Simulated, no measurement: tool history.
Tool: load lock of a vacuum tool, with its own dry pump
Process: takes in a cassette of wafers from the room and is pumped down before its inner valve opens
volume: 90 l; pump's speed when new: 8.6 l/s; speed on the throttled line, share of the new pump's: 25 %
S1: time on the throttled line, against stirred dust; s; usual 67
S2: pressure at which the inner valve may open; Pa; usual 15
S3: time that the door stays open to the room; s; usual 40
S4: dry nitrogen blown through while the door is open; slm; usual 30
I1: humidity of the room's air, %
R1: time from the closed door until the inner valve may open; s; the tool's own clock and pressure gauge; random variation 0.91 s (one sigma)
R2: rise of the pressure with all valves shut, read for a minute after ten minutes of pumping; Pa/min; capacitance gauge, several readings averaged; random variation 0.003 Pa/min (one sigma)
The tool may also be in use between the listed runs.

| run | hour | S1 | S2 | S3 | S4 | I1 | R1 | R2 |
|---|---|---|---|---|---|---|---|---|
| 1 | 0.0 | 67 | 15 | 40 | 30 | 47.9 | 143.4 | 0.024 |
| 2 | 261.4 | 67 | 15 | 40 | 30 | 44.1 | 142.6 | 0.026 |
| 3 | 515.1 | 67 | 15 | 40 | 30 | 46.0 | 143.5 | 0.025 |
| 4 | 698.5 | 67 | 15 | 40 | 30 | 43.8 | 144.7 | 0.023 |
| 5 | 915.8 | 67 | 15 | 40 | 30 | 40.1 | 143.5 | 0.027 |
| 6 | 1184.5 | 67 | 15 | 40 | 30 | 44.8 | 142.8 | 0.026 |
| 7 | 1407.0 | 67 | 24 | 40 | 30 | 45.0 | 138.2 | 0.024 |
| 8 | 1619.5 | 67 | 24 | 40 | 30 | 45.2 | 138.5 | 0.024 |
| 9 | 1855.6 | 67 | 15 | 40 | 30 | 48.0 | 143.7 | 0.027 |
| 10 | 2030.2 | 67 | 15 | 40 | 30 | 44.6 | 143.9 | 0.028 |
| 11 | 2211.6 | 67 | 15 | 40 | 30 | 43.7 | 142.6 | 0.022 |
| 12 | 2476.5 | 53 | 15 | 40 | 8 | 43.6 | 133.9 | 0.041 |
| 13 | 2612.0 | 53 | 15 | 40 | 32 | 46.7 | 133.2 | 0.029 |
| 14 | 2826.8 | 84 | 18 | 40 | 16 | 42.9 | 154.7 | 0.030 |
| 15 | 2965.8 | 67 | 15 | 132 | 7 | 44.1 | 143.8 | 0.082 |
| 16 | 3078.0 | 50 | 28 | 39 | 8 | 45.3 | 124.1 | 0.041 |
| 17 | 3216.5 | 50 | 13 | 39 | 8 | 47.9 | 133.1 | 0.046 |
| 18 | 3352.7 | 83 | 24 | 40 | 5 | 42.2 | 151.1 | 0.039 |

3 ways to go on from here, each from the tool as it stands after run 18. What would each give?
| A | 3507.1 | 67 | 15 | 44 | 30 | 43.6 | ? | ? |
| B | 3507.1 | 83 | 10 | 26 | 30 | 43.0 | ? | ? |
| C | 3507.1 | 83 | 24 | 40 | 35 | 41.3 | ? | ? |

| run | R1 | R2 |
|---|---|---|
| A | 142.6 | 0.027 |
| B | 159.3 | 0.020 |
| C | 150.1 | 0.021 |
Without the tool's hidden state the same runs would have given:
| run | R1 | R2 |
|---|---|---|
| A | 142.6 | 0.025 |
| B | 159.3 | 0.019 |
| C | 150.0 | 0.020 |

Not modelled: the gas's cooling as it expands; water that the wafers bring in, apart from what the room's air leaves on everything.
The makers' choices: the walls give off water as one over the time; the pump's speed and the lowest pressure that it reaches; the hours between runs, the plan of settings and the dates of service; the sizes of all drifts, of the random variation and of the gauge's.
